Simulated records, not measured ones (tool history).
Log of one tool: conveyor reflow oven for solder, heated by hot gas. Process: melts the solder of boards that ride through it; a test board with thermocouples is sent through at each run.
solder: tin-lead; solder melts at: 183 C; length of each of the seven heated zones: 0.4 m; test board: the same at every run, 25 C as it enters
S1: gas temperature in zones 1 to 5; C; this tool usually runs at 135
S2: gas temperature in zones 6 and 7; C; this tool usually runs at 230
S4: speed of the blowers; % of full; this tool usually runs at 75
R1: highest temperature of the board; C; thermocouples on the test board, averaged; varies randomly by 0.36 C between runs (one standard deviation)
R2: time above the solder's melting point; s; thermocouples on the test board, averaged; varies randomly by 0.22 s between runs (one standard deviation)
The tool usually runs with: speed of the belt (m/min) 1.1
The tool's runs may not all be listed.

{"run": 1, "day": 0.0, "S1": 135, "S2": 230, "speed of the belt (m/min)": 1.1, "S4": 75, "R1": 207.9, "R2": 26.7}
{"run": 2, "day": 2.196, "S1": 135, "S2": 230, "speed of the belt (m/min)": 1.1, "S4": 75, "R1": 207.5, "R2": 26.6}
{"run": 3, "day": 3.775, "S1": 135, "S2": 230, "speed of the belt (m/min)": 1.1, "S4": 75, "R1": 207.4, "R2": 26.5}
{"day": 4.408, "done": "thermocouples of zones 6 and 7 changed"}
{"run": 4, "day": 5.3, "S1": 135, "S2": 230, "speed of the belt (m/min)": 1.1, "S4": 75, "R1": 208.6, "R2": 27.5}
{"run": 5, "day": 6.804, "S1": 135, "S2": 230, "speed of the belt (m/min)": 1.1, "S4": 75, "R1": 208.3, "R2": 26.7}
{"day": 8.933, "done": "flux residue cleaned out of gas plates and filters"}
{"run": 6, "day": 8.933, "S1": 135, "S2": 230, "speed of the belt (m/min)": 1.1, "S4": 75, "R1": 209.5, "R2": 27.5}
{"run": 7, "day": 10.3, "S1": 135, "S2": 230, "speed of the belt (m/min)": 1.1, "S4": 75, "R1": 209.5, "R2": 27.6}
{"run": 8, "day": 11.446, "S1": 135, "S2": 230, "speed of the belt (m/min)": 1.1, "S4": 75, "R1": 208.9, "R2": 27.4}
{"run": 9, "day": 13.271, "S1": 135, "S2": 230, "speed of the belt (m/min)": 1.1, "S4": 51, "R1": 199.4, "R2": 19.1}
{"run": 10, "day": 15.146, "S1": 135, "S2": 241, "speed of the belt (m/min)": 1.1, "S4": 75, "R1": 217.6, "R2": 31.7}
{"run": 11, "day": 17.058, "S1": 135, "S2": 241, "speed of the belt (m/min)": 1.1, "S4": 75, "R1": 217.1, "R2": 32}
{"run": 12, "day": 18.912, "S1": 135, "S2": 241, "speed of the belt (m/min)": 1.1, "S4": 75, "R1": 217.1, "R2": 31.5}
{"run": 13, "day": 20.075, "S1": 135, "S2": 241, "speed of the belt (m/min)": 1.1, "S4": 75, "R1": 216.5, "R2": 31.3}
{"day": 20.492, "done": "flux residue cleaned out of gas plates and filters"}
{"run": 14, "day": 21.262, "S1": 135, "S2": 241, "speed of the belt (m/min)": 1.1, "S4": 75, "R1": 217.4, "R2": 31.9}
{"run": 15, "day": 22.604, "S1": 135, "S2": 241, "speed of the belt (m/min)": 1.1, "S4": 75, "R1": 218, "R2": 31.4}
{"run": 16, "day": 24.55, "S1": 135, "S2": 233, "speed of the belt (m/min)": 1.1, "S4": 75, "R1": 210.3, "R2": 28.5}
{"run": 17, "day": 26.833, "S1": 147, "S2": 227, "speed of the belt (m/min)": 0.99, "S4": 51, "R1": 203.6, "R2": 29.1}
{"run": 18, "day": 28.308, "S1": 147, "S2": 227, "speed of the belt (m/min)": 0.99, "S4": 51, "R1": 203.7, "R2": 29}
{"run": 19, "day": 29.508, "S1": 142, "S2": 230, "speed of the belt (m/min)": 1.1, "S4": 75, "R1": 209, "R2": 29.1}
{"run": 20, "day": 31.317, "S1": 141, "S2": 228, "speed of the belt (m/min)": 1.1, "S4": 75, "R1": 206.7, "R2": 27.5}
{"day": 31.879, "done": "flux residue cleaned out of gas plates and filters"}
{"run": 21, "day": 32.792, "S1": 136, "S2": 238, "speed of the belt (m/min)": 1.1, "S4": 85, "R1": 217.7, "R2": 32.4}
{"run": 22, "day": 34.408, "S1": 136, "S2": 238, "speed of the belt (m/min)": 1.1, "S4": 85, "R1": 217.7, "R2": 32.4}
{"run": 23, "day": 36.496, "S1": 136, "S2": 234, "speed of the belt (m/min)": 1.1, "S4": 77, "R1": 212.3, "R2": 29.5}
{"run": 24, "day": 38.45, "S1": 135, "S2": 219, "speed of the belt (m/min)": 1.03, "S4": 75, "R1": 201.4, "R2": 24.4}
{"run": 25, "day": 39.796, "S1": 135, "S2": 223, "speed of the belt (m/min)": 1.07, "S4": 83, "R1": 204.3, "R2": 26.9}
{"run": 26, "day": 41.421, "S1": 135, "S2": 236, "speed of the belt (m/min)": 1.07, "S4": 75, "R1": 213.7, "R2": 31.2}
{"day": 43.267, "done": "flux residue cleaned out of gas plates and filters"}
{"run": 27, "day": 43.412, "S1": 149, "S2": 240, "speed of the belt (m/min)": 1.09, "S4": 51, "R1": 211, "R2": 31.2}
{"day": 43.958, "done": "thermocouples of zones 6 and 7 changed"}
{"run": 28, "day": 44.967, "S1": 143, "S2": 239, "speed of the belt (m/min)": 0.89, "S4": 82, "R1": 226.3, "R2": 47}
{"run": 29, "day": 45.971, "S1": 143, "S2": 239, "speed of the belt (m/min)": 0.89, "S4": 82, "R1": 227, "R2": 47.1}
{"run": 30, "day": 47.662, "S1": 135, "S2": 240, "speed of the belt (m/min)": 1.1, "S4": 53, "R1": 208.3, "R2": 26.2}
{"run": 31, "day": 49.433, "S1": 133, "S2": 240, "speed of the belt (m/min)": 1.3, "S4": 62, "R1": 204.3, "R2": 19.1}

Each run again, without the hidden state but with its own random variation kept:
The hidden state here: heat that the gas passes to the board, % of a clean oven's; belt's true speed, % of the reading; true gas temperature in zones 6 and 7 over the reading, C; drift of the gauge itself on peak_c, C; drift of the gauge itself on liquid_s, %.
run=1 R1=209.2 R2=27.3
run=2 R1=209 R2=27.4
run=3 R1=209.1 R2=27.4
run=4 R1=209.4 R2=27.9
run=5 R1=209.2 R2=27.2
run=6 R1=209.7 R2=27.5
run=7 R1=209.8 R2=27.6
run=8 R1=209.4 R2=27.5
run=9 R1=200 R2=19.4
run=10 R1=218.6 R2=32
run=11 R1=218.4 R2=32.4
run=12 R1=218.5 R2=32
run=13 R1=218.1 R2=31.9
run=14 R1=218.1 R2=32
run=15 R1=218.9 R2=31.6
run=16 R1=211.4 R2=28.9
run=17 R1=204.6 R2=29.7
run=18 R1=204.9 R2=29.7
run=19 R1=210.6 R2=29.8
run=20 R1=208.5 R2=28.4
run=21 R1=218.4 R2=32.4
run=22 R1=218.6 R2=32.4
run=23 R1=213.4 R2=29.8
run=24 R1=202.8 R2=25.2
run=25 R1=205.8 R2=27.7
run=26 R1=215.4 R2=31.8
run=27 R1=211.6 R2=31.2
run=28 R1=225.9 R2=46.3
run=29 R1=226.7 R2=46.4
run=30 R1=208 R2=25.7
run=31 R1=204.4 R2=18.9

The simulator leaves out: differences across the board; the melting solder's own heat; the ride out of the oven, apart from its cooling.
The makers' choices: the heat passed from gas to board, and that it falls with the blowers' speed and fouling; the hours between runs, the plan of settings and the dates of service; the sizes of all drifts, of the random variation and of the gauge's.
